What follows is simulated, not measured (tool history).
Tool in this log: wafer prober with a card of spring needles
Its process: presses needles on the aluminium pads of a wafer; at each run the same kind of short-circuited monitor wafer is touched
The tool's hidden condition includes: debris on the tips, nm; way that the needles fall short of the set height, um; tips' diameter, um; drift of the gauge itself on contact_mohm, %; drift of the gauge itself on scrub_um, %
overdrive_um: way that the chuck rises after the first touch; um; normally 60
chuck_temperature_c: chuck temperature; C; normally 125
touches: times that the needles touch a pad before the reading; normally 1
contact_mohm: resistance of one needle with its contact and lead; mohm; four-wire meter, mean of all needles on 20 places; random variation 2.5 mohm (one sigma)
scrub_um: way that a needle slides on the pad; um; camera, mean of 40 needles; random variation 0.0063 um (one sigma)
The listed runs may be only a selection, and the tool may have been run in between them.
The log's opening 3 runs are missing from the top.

run	hour	overdrive_um	chuck_temperature_c	touches	touches since the tips were cleaned	cleanings since the card got new needles	touches since the first contact's height was set	contact_mohm	scrub_um
# hour 91.1: tips cleaned on abrasive film
4	114.0	60	125	1	7146	15	13672	284	12.871
# hour 119.2: tips cleaned on abrasive film
# hour 145.0: tips cleaned on abrasive film
5	150.4	60	125	1	1689	17	24987	285	12.860
# hour 169.6: tips cleaned on abrasive film
6	186.6	60	125	1	5342	18	36295	289	12.847
# hour 197.4: tips cleaned on abrasive film
# hour 222.5: tips cleaned on abrasive film
7	234.0	60	125	2	3595	20	51056	290	12.845
# hour 247.8: tips cleaned on abrasive film
# hour 266.5: height of the first contact set anew
# hour 274.5: tips cleaned on abrasive film
8	284.8	60	125	2	3215	22	5683	287	12.823
# hour 300.5: tips cleaned on abrasive film
# hour 325.0: tips cleaned on abrasive film
9	325.0	60	125	1	0	24	18181	289	12.816
# hour 350.6: tips cleaned on abrasive film
10	364.0	60	125	1	4204	25	30358	290	12.791
# hour 376.9: tips cleaned on abrasive film
11	395.8	60	125	1	5924	26	40266	291	12.805
# hour 404.0: tips cleaned on abrasive film
# hour 429.2: tips cleaned on abrasive film
12	446.7	60	125	1	5469	28	56128	287	12.793
# hour 453.3: tips cleaned on abrasive film
# hour 464.4: height of the first contact set anew
13	474.4	60	125	1	6506	29	3128	283	12.782
# hour 479.7: tips cleaned on abrasive film
14	502.8	60	125	1	7236	30	11978	290	12.775
# hour 508.0: tips cleaned on abrasive film
# hour 534.2: tips cleaned on abrasive film
15	555.0	60	125	1	6502	32	28238	289	12.769
# hour 559.3: tips cleaned on abrasive film
# hour 585.0: tips cleaned on abrasive film
16	597.4	60	57	3	3853	34	41425	260	12.758
# hour 612.4: tips cleaned on abrasive film
17	634.1	79	41	3	6807	35	52890	255	16.779

Run 18 comes next. What will it give?
# hour 637.9: tips cleaned on abrasive film
# hour 661.1: height of the first contact set anew
# hour 664.8: tips cleaned on abrasive film
18	674.7	79	41	3	3095	37	4216	?	?

Run 18 gave contact_mohm 256 mohm, scrub_um 16.764 um.
With the hidden condition absent and the run-to-run variation left alone, this run would have shown contact_mohm 256 mohm, scrub_um 16.973 um.
